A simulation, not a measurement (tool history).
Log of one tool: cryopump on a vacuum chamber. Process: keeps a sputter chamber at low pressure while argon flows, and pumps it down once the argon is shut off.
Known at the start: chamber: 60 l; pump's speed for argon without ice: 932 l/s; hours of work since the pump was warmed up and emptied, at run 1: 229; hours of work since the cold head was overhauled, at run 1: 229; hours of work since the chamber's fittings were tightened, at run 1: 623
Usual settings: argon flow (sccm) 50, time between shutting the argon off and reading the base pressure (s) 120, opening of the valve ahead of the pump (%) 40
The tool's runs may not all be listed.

run	hour	argon flow (sccm)	time between shutting the argon off and reading the base pressure (s)	opening of the valve ahead of the pump (%)	hours of work since the pump was warmed up and emptied	hours of work since the cold head was overhauled	hours of work since the chamber's fittings were tightened	pressure while argon flows (Pa)	pressure after the wait (uPa)
1	0	50	120	40	229	229	623	0.2344	1.36
2	33.3	50	120	40	254	254	648	0.2344	1.38
3	97.7	50	120	40	302	302	696	0.2371	1.46
4	158.2	50	120	40	347	347	741	0.2368	1.4
5	221.1	50	120	40	394	394	788	0.2392	1.5
6	266.3	50	120	29	428	428	822	0.3278	1.52
7	329.3	50	120	29	475	475	869	0.3256	1.59
8	373.5	50	120	29	508	508	902	0.3295	1.64
9	420	50	120	29	543	543	937	0.3297	1.64
10	457.4	50	120	40	571	571	965	0.2458	1.7
11	505.2	50	120	40	607	607	1001	0.2445	1.71
12	538.3	50	120	40	631	631	1026	0.2458	1.73
13	593.7	50	120	24	673	673	1067	0.3979	1.75
14	647.2	50	120	24	713	713	1107	0.3987	1.87
15	690.3	50	120	24	745	745	1139	0.4038	1.87
16	753.4	50	55	24	792	792	1186	0.4036	2.58
17	813.8	84	120	40	837	837	1232	0.4271	2.04
18	852.5	95	37	25	866	866	1261	0.7408	3.17
19	896.6	55	172	23	899	899	1293	0.4672	1.93
20	929.3	55	22	26	924	924	1318	0.4193	4.6
21	976.5	50	45	40	959	959	1353	0.2588	3.03
22	1018.4	92	24	28	990	990	1385	0.659	4.36
23	1081.8	25	120	40	1038	1038	1432	0.1301	2.32
24	1126.8	25	109	34	1071	1071	1466	0.1517	2.46
25	1177.8	50	216	42	1110	1110	1504	0.2558	2.17
# hour 1196.7: pump warmed up, emptied and cooled again
26	1231.3	50	186	56	26	1146	1540	0.1651	1.81
27	1282.4	70	186	26	64	1184	1578	0.491	1.76
28	1346.8	70	186	26	112	1232	1626	0.4954	1.84
29	1400.8	78	138	40	153	1273	1667	0.3633	2.03
30	1436.8	39	51	57	180	1300	1694	0.129	2.91
31	1487.3	27	135	26	217	1337	1731	0.1935	2.12
32	1552.4	36	259	34	266	1386	1780	0.1981	1.95
# hour 1592.6: leaking fittings of the chamber tightened, without venting
33	1608.6	36	259	34	307	1426	12	0.1988	0.73

Measured less the same run without the tool's hidden state. The same run-to-run variation is in both; the gauge's scatter may not be:
The hidden state here: pump's speed, % of a pump's without ice; cold plate's temperature, K; leak into the chamber, uPa l/s; drift of the gauge itself on working_pa, %; drift of the gauge itself on base_upa, %.
run	pressure while argon flows (Pa)	pressure after the wait (uPa)
1	+0.0073	+0.48
2	+0.008	+0.51
3	+0.0094	+0.55
4	+0.0106	+0.58
5	+0.012	+0.64
6	+0.013	+0.67
7	+0.0142	+0.74
8	+0.0153	+0.78
9	+0.0165	+0.81
10	+0.0175	+0.85
11	+0.0185	+0.88
12	+0.0194	+0.89
13	+0.0207	+0.93
14	+0.0221	+1.03
15	+0.0235	+1.05
16	+0.0249	+1.12
17	+0.0448	+1.19
18	+0.0524	+1.2
19	+0.032	+1.23
20	+0.0331	+1.33
21	+0.0314	+1.34
22	+0.0602	+1.38
23	+0.0172	+1.49
24	+0.018	+1.54
25	+0.0379	+1.57
26	+0.0034	+1.11
27	+0.0062	+1.12
28	+0.0079	+1.19
29	+0.0104	+1.24
30	+0.0057	+1.3
31	+0.0045	+1.31
32	+0.0068	+1.38
33	+0.0077	+0.16

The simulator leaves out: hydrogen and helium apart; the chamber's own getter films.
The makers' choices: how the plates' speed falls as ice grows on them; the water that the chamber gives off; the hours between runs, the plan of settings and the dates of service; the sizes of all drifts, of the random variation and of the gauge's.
